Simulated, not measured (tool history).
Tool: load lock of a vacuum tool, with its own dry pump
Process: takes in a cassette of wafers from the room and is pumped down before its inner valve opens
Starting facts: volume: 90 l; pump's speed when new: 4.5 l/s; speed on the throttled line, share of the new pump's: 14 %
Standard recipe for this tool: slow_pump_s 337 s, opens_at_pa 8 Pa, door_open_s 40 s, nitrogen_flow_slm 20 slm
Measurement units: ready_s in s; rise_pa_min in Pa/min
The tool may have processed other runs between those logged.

run,day,slow_pump_s,opens_at_pa,door_open_s,nitrogen_flow_slm,"incoming humidity of the room's air, %",ready_s,rise_pa_min
1,0,337,8,40,20,44.8,506.6,0.323
2,9.35,337,6,40,20,40.8,515.2,0.336
3,13.562,337,8,40,4,47.3,501.8,0.373
4,19.638,337,8,40,39,43.6,503.4,0.349
5,24.679,337,8,40,39,45.4,504.7,0.372
6,32.283,337,8,40,39,41,505.7,0.382
7,39.012,337,8,40,39,44.5,508.7,0.406
8,47.325,337,8,40,39,48.9,511.3,0.439
9,54.621,337,8,40,39,47.1,510.8,0.443
10,62.354,337,8,40,39,45.4,509.1,0.466
11,67.938,337,8,40,39,47.7,506.3,0.484
12,77.571,337,7,40,20,48.5,516.6,0.52
13,84.133,179,7,40,20,42.8,380.9,0.552
14,93.708,179,7,40,20,43.9,381.9,0.566
15,98.517,337,8,53,20,45.8,515.8,0.58
16,107.8,337,8,53,20,46.9,514.5,0.622
# day 110.533: door's seal changed, seat wiped
17,113.892,337,8,53,20,48.5,507.6,0.043
18,120.288,197,8,128,27,44.6,400.2,0.05
19,125.312,482,8,128,17,41.4,635.5,0.055
20,131.262,482,8,128,17,48.4,632.2,0.066
21,140.154,482,7,34,17,46.5,644,0.05
22,147.542,482,7,29,17,47,643.8,0.064
23,156.046,508,7,51,17,40.3,666.1,0.066
24,161.317,508,7,52,15,41.6,661.7,0.078
25,167.121,193,7,222,16,44,408,0.112
26,174.625,348,7,46,16,42.8,538,0.095
27,184.062,348,7,46,16,47.4,538.8,0.108
28,189.558,651,7,46,33,43.8,793.4,0.099
29,193.471,651,7,46,33,48.8,786.2,0.105
30,201.317,210,8,221,20,44.3,419.4,0.141
31,205.9,210,8,221,20,42.7,420.9,0.151
32,211.062,210,8,49,12,42,424.2,0.134
33,218.225,257,12,42,17,49.5,449.8,0.157
34,226.346,186,8,42,17,47.4,407.1,0.17

Hidden state or all else? Some run-to-run changes of ready_s, split into what the settings, what came in and random variation would give without the hidden state, and what is left for the hidden state (with any gauge scatter that isn't in both results):
What the log doesn't record here: pump's speed, % of a new pump's; leak at the door's seal, Pa l/s; drift of the gauge itself on ready_s, %; drift of the gauge itself on rise_pa_min, %.
Run 24 -> 25: slow_pump_s 508 -> 193, door_open_s 52 -> 222, nitrogen_flow_slm 15 -> 16. ready_s -253.7 s: hidden state +12, all else -265.7.
Run 27 -> 28: slow_pump_s 348 -> 651, nitrogen_flow_slm 16 -> 33. ready_s +254.6 s: hidden state -11, all else +265.6.
Run 29 -> 30: slow_pump_s 651 -> 210, opens_at_pa 7 -> 8, door_open_s 46 -> 221, nitrogen_flow_slm 33 -> 20. ready_s -366.8 s: hidden state +17.2, all else -384.

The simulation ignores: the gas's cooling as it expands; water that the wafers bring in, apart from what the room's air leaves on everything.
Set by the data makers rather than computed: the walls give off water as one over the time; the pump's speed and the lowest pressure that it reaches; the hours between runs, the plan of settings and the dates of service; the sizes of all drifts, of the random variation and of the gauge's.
